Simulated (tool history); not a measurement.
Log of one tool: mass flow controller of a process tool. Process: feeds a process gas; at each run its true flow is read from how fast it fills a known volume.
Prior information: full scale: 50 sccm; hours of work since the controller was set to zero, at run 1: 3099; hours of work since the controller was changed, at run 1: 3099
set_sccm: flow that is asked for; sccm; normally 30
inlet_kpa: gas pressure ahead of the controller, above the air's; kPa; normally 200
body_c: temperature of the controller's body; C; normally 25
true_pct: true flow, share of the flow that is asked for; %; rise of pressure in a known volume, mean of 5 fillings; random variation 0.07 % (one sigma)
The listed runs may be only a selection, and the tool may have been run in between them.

run,hour,set_sccm,inlet_kpa,body_c,hours of work since the controller was set to zero,hours of work since the controller was changed,true_pct
1,0.0,30,200,25,3099,3099,97.93
2,85.7,30,200,26,3153,3153,97.87
3,247.4,30,200,26,3254,3254,97.84
4,397.4,30,200,26,3349,3349,97.88
5,589.3,30,200,27,3469,3469,97.80
6,753.4,30,200,37,3572,3572,96.72
7,881.9,30,200,25,3653,3653,97.82
8,1007.2,30,200,25,3731,3731,97.81
9,1166.8,30,200,25,3832,3832,97.85
10,1294.0,30,200,25,3911,3911,97.81
11,1391.0,30,276,25,3972,3972,97.72
12,1571.0,30,224,25,4085,4085,97.72
13,1656.4,30,200,37,4139,4139,96.71
14,1809.6,30,200,25,4235,4235,97.61
15,1944.4,36,200,25,4320,4320,98.24
16,2039.1,15,168,33,4379,4379,94.56
17,2153.7,15,168,33,4451,4451,94.44
18,2305.5,15,168,33,4546,4546,94.48
19,2417.3,8,164,26,4617,4617,91.34
20,2511.3,8,164,26,4676,4676,91.36
21,2630.3,6,200,25,4750,4750,88.98
22,2713.8,30,142,35,4803,4803,96.80
23,2801.0,30,157,28,4858,4858,97.37
24,2977.4,18,193,21,4968,4968,96.04
25,3150.7,16,164,38,5077,5077,94.02
26,3346.3,30,228,25,5200,5200,97.51
27,3542.1,30,279,23,5323,5323,97.41
# hour 3670.9: controller's zero set anew
28,3728.9,31,181,34,36,5440,98.80
29,3904.5,31,181,35,147,5550,98.74
30,4041.0,25,156,35,232,5636,98.27

Each row is a separate what-if for the run after 30, all from the same tool condition, not one after another. Results?
A,4205.4,49,156,20,336,5739,?
B,4205.4,36,200,35,336,5739,?
C,4205.4,25,263,35,336,5739,?
D,4205.4,5,200,34,336,5739,?

run,true_pct
A,100.95
B,98.73
C,98.12
D,96.65
What these runs would have given with no unlogged condition in the tool:
run,true_pct
A,100.46
B,98.27
C,97.71
D,96.98
